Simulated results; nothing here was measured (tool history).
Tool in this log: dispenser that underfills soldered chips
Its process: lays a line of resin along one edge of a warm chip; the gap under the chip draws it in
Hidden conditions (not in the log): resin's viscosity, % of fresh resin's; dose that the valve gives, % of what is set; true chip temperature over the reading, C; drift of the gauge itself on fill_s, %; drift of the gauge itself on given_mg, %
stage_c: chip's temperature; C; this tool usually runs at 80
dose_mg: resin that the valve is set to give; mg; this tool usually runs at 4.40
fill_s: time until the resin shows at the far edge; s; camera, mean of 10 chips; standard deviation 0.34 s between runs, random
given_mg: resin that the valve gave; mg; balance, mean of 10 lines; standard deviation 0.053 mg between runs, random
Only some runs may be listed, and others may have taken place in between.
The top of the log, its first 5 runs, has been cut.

run	hour	stage_c	dose_mg	hours of work since the syringe was changed	hours of work since the valve was cleaned	hours of work since the stage was calibrated	fill_s	given_mg
# hour 27.5: new syringe of resin
6	30.9	80	4.40	3	57	272	20.5	4.21
# hour 37.2: new syringe of resin
7	37.3	88	4.40	0	61	276	12.0	4.19
8	40.9	80	4.89	3	64	279	20.0	4.64
# hour 46.5: new syringe of resin
9	48.4	80	4.89	1	70	285	19.4	4.59
# hour 56.1: new syringe of resin
10	56.3	80	4.89	0	75	290	18.7	4.69
11	59.9	80	4.89	3	78	293	22.0	4.55
12	64.3	70	4.40	6	82	297	41.6	4.07
# hour 65.6: new syringe of resin
13	72.0	74	4.40	5	87	302	32.0	4.03
# hour 75.3: new syringe of resin
14	76.6	80	4.53	1	91	306	20.1	4.12
15	80.0	71	4.40	4	93	308	35.9	4.07
# hour 84.5: new syringe of resin
16	88.1	78	5.05	3	99	314	23.8	4.57
17	92.4	78	5.05	6	103	318	25.9	4.51
# hour 94.5: new syringe of resin
18	97.0	78	5.05	2	106	321	22.4	4.61
19	101.9	67	5.48	6	110	325	47.5	4.89
# hour 103.9: new syringe of resin
# hour 107.4: dispensing valve cleaned and set on the balance
20	109.7	88	5.36	4	2	330	14.7	5.36
21	113.3	93	4.40	6	5	333	12.7	4.36
# hour 114.3: new syringe of resin
22	118.3	93	4.20	3	8	336	11.7	4.19
# hour 124.1: new syringe of resin
23	125.0	76	4.56	1	13	341	24.2	4.46
24	128.3	67	5.66	3	16	344	42.1	5.51
# hour 133.7: new syringe of resin
25	136.5	80	5.34	2	22	350	19.8	5.27
26	142.1	85	4.12	6	26	354	19.3	4.04
# hour 143.2: new syringe of resin
27	146.3	78	5.60	2	29	357	22.8	5.56
28	151.1	78	5.60	6	33	361	27.1	5.44
# hour 152.6: new syringe of resin
29	159.6	94	5.55	5	39	367	12.0	5.34
# hour 162.1: new syringe of resin
30	166.8	72	3.87	4	45	373	35.4	3.66

Consider 3 possible next runs. They are alternatives, not a sequence: every one starts from the tool as it was left by run 30. What does each give?
A	170.5	70	3.99	6	47	375	?	?
B	170.5	90	4.23	6	47	375	?	?
C	170.5	80	5.43	6	47	375	?	?

run	fill_s	given_mg
A	44.1	3.80
B	15.1	4.06
C	25.0	5.19
Without the tool's unlogged condition, the same runs would have read:
run	fill_s	given_mg
A	29.0	3.95
B	10.0	4.23
C	16.8	5.41

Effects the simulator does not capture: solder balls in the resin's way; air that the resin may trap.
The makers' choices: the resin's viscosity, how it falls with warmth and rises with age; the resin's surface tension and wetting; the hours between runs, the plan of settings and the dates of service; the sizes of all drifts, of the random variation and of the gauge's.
